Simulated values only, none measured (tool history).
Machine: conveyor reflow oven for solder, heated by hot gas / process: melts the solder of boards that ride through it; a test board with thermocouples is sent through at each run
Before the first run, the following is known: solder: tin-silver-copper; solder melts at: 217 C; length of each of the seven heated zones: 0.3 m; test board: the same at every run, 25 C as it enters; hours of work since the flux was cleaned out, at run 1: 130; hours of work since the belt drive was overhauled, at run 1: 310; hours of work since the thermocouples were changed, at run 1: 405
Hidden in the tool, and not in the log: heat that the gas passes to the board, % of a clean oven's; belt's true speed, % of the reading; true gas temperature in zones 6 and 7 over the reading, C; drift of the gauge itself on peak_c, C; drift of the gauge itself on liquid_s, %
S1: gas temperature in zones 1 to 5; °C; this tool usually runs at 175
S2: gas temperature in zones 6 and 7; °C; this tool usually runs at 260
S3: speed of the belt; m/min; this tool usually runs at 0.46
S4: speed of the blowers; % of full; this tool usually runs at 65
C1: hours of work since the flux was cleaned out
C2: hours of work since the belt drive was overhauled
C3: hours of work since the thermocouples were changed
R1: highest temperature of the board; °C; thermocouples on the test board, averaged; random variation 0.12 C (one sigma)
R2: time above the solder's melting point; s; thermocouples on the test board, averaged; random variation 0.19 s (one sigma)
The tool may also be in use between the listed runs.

run	hour	S1	S2	S3	S4	C1	C2	C3	R1	R2
1	0	175	260	0.46	65	130	310	405	246.7	54.7
2	17.6	175	260	0.46	65	138	317	412	246.9	55.3
3	51.5	188	260	0.46	65	151	331	426	249.3	62.1
4	81.5	188	260	0.46	65	164	343	438	248.9	62.1
# hour 123.7: flux residue cleaned out of gas plates and filters
5	123.7	188	260	0.46	65	0	358	453	249.4	62.9
6	143.6	188	260	0.46	65	8	366	462	249	62.6
7	170.3	188	260	0.46	65	19	377	472	249.2	63.2
8	196.7	175	260	0.46	80	30	388	483	249.7	58.9
9	216	175	260	0.46	80	38	396	491	249.9	58.7
10	242.2	175	260	0.414	65	48	406	502	250	65.2
11	267.2	175	260	0.414	65	58	417	512	249.7	65.4
12	300.5	175	260	0.414	65	72	430	525	250.1	65.1
# hour 332.4: thermocouples of zones 6 and 7 changed
13	333	169	260	0.46	65	84	443	0	244.6	50.8
14	352.7	167	257	0.46	64	92	451	8	241.5	47.3
15	375.7	167	259	0.41	68	102	460	18	247.5	60.7
16	404.7	165	263	0.46	76	114	472	29	248.7	54
17	431.9	185	273	0.46	58	125	483	40	257.3	66.3
18	450.9	175	260	0.542	65	132	491	48	240.5	40
19	488.9	175	260	0.542	65	148	506	64	240.5	39.7
20	509.8	175	260	0.401	80	156	514	72	251.3	69.8
21	537.1	175	260	0.401	80	167	526	83	251.4	70.1
22	561.1	181	260	0.401	67	177	535	93	250.4	71.3
# hour 571.2: flux residue cleaned out of gas plates and filters
23	588.5	162	255	0.534	59	7	545	102	233.2	28.4
24	616.3	162	255	0.534	59	18	556	113	233.1	28.1

What will run 25 give?
25	649.6	162	255	0.534	59	32	569	127	?	?

R1: 233.1 °C
R2: 28.5 s
Without the tool's hidden state the same run would have given R1 232.9 °C, R2 28 s.
